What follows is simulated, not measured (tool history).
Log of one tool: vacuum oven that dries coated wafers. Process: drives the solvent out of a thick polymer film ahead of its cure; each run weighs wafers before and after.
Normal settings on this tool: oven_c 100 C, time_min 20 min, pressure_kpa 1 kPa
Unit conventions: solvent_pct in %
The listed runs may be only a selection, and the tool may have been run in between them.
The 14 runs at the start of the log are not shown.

run   hour  oven_c  time_min  pressure_kpa  hours of work since the thermocouples were calibrated  hours of work since the vacuum gauge was cleaned of residue  solvent_pct
     260.1  -- vacuum gauge cleaned of residue and calibrated, once more
 15  274.3     100        20          2.45                                                    984                                                            6         2.88
 16  295.2     100        20          2.45                                                    992                                                           14         2.88
 17  309.2     100        20          3.34                                                    998                                                           20         3.13
 18  323.4     100        20          3.34                                                   1004                                                           26         3.16
 19  335.9     100        20          1.27                                                   1009                                                           31         2.55
 20  364.1     100        27          2.79                                                   1020                                                           42         1.88
 21  382.1     100        27          2.79                                                   1028                                                           50         1.88
 22  394.7     100        27          2.79                                                   1033                                                           55         1.86
 23  414.4      92        15           0.9                                                   1041                                                           63         7.71
 24  442.6     107        24          0.68                                                   1052                                                           74         0.51
 25  465.5      86        17          0.89                                                   1062                                                           84         9.93
 26    482      98        15             1                                                   1068                                                           90         4.94
 27  497.1     100        19          2.23                                                   1075                                                           97         3.09
 28  511.3     100        15          1.33                                                   1080                                                          102         4.18
 29  538.4     115        33          1.85                                                   1091                                                          113         0.35
 30  550.8     100        13          0.59                                                   1096                                                          119         4.86
 31  563.2     100        13          0.59                                                   1101                                                          124         4.93
 32  587.3     100        13          1.81                                                   1111                                                          133         5.14
 33    607     104        21             1                                                   1119                                                          141         1.27
 34  626.3     104        21             1                                                   1127                                                          149         1.26
 35  653.4     100        27             1                                                   1138                                                          160         1.44
 36  673.8     110        27          2.22                                                   1147                                                          169         0.55
 37  689.5      86        27          0.94                                                   1153                                                          175         6.87

5 ways to go on from here, each from the tool as it stands after run 37. What would each give?
  A  718.9      86        17          0.94                                                   1165                                                          187            ?
  B  718.9     115        28          2.67                                                   1165                                                          187            ?
  C  718.9     111        27          0.91                                                   1165                                                          187            ?
  D  718.9     105        20           1.5                                                   1165                                                          187            ?
  E  718.9      93        27          0.99                                                   1165                                                          187            ?

run  solvent_pct
  A         9.83
  B         0.52
  C         0.27
  D         1.36
  E         3.57
Without the tool's unlogged condition, the same runs would have read:
run  solvent_pct
  A         8.99
  B         0.49
  C         0.23
  D         1.05
  E         2.91
